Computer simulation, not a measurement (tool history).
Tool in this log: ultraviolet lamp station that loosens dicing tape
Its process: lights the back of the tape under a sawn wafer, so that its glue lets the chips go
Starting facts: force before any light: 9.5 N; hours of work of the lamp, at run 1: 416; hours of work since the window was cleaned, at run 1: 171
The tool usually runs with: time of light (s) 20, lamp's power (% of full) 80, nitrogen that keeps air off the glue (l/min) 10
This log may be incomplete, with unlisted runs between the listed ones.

run   hour  time of light (s)  lamp's power (% of full)  nitrogen that keeps air off the glue (l/min)  hours of work of the lamp  hours of work since the window was cleaned  force that peels the tape off (N)  light that reached the tape (J/m2)
  1    0.0                 20                        80                                            10                        416                                         171                              0.745                                2130
  2   10.7                 20                        80                                            10                        424                                         179                              0.761                                2100
  3   22.4                 20                        80                                            10                        432                                         188                              0.805                                2020
  4   36.7                 20                        80                                            10                        443                                         198                              0.796                                2010
  5   46.1                 20                        80                                            10                        450                                         205                              0.834                                1960
  6   57.8                 20                        80                                            10                        459                                         214                              0.884                                2000
  7   68.4                 20                        98                                            10                        466                                         222                              0.489                                2390
      78.2  -- window cleaned of glue's vapour
  8   83.5                 20                        98                                            10                        477                                           4                              0.316                                2850
  9   97.1                 18                        61                                             5                        487                                          14                              1.988                                1530
 10  108.5                 18                        61                                            10                        496                                          22                              1.334                                1590
 11  120.3                 18                        61                                            10                        504                                          31                              1.348                                1530

What if the next run were any one of these 3? Each begins from the tool's condition after run 11:
  A  130.0                 12                        83                                            10                        512                                          38                                  ?                                   ?
  B  130.0                 28                        76                                             3                        512                                          38                                  ?                                   ?
  C  130.0                 14                        80                                             7                        512                                          38                                  ?                                   ?

run  force that peels the tape off (N)  light that reached the tape (J/m2)
  A                              1.712                                1380
  B                              0.842                                2980
  C                              1.649                                1580
Take away the tool's hidden state, keep each run's random variation, and the runs would have read:
run  force that peels the tape off (N)  light that reached the tape (J/m2)
  A                              1.121                                1730
  B                              0.478                                3740
  C                              1.076                                1980

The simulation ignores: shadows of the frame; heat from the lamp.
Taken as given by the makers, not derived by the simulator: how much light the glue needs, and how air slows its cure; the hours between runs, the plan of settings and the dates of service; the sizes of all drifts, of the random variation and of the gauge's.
